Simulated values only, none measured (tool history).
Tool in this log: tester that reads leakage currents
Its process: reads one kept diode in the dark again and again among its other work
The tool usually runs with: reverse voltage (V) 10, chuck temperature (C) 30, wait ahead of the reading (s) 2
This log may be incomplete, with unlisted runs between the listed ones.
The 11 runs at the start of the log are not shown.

run	hour	reverse voltage (V)	chuck temperature (C)	wait ahead of the reading (s)	hours of work since the probe card was cleaned	hours of work since the tester was calibrated	hours of work since the chuck was calibrated	current that the tester gives (pA)
12	242.9	1.4	30	2	39	703	1018	79.72
13	261.8	10	30	2	48	712	1027	217.96
14	278.2	10	30	2	56	720	1035	218.62
15	300.5	10	30	2	67	731	1046	218.69
16	324.9	10	30	2	78	742	1057	218.07
17	348.9	8.3	30	2	90	754	1069	197.64
18	371.5	1.9	30	2	100	765	1079	92.69
19	394.9	1.9	30	2	112	776	1091	93.18
20	412.9	1.9	30	2	120	784	1099	92.6
21	427.8	1.9	30	2	127	791	1106	92.74
22	453.3	10	38	0.74	139	803	1118	409.88
23	484	3.8	51	9.4	154	818	1133	630.79

Estimate the outcome of run 24 from the log above:
24	497.5	2.5	30	9.15	160	824	1139	?

current that the tester gives (pA): 106.6
Take away the tool's hidden state, keep the run-to-run variation as it was, and the same run would have given current that the tester gives (pA) 106.53.

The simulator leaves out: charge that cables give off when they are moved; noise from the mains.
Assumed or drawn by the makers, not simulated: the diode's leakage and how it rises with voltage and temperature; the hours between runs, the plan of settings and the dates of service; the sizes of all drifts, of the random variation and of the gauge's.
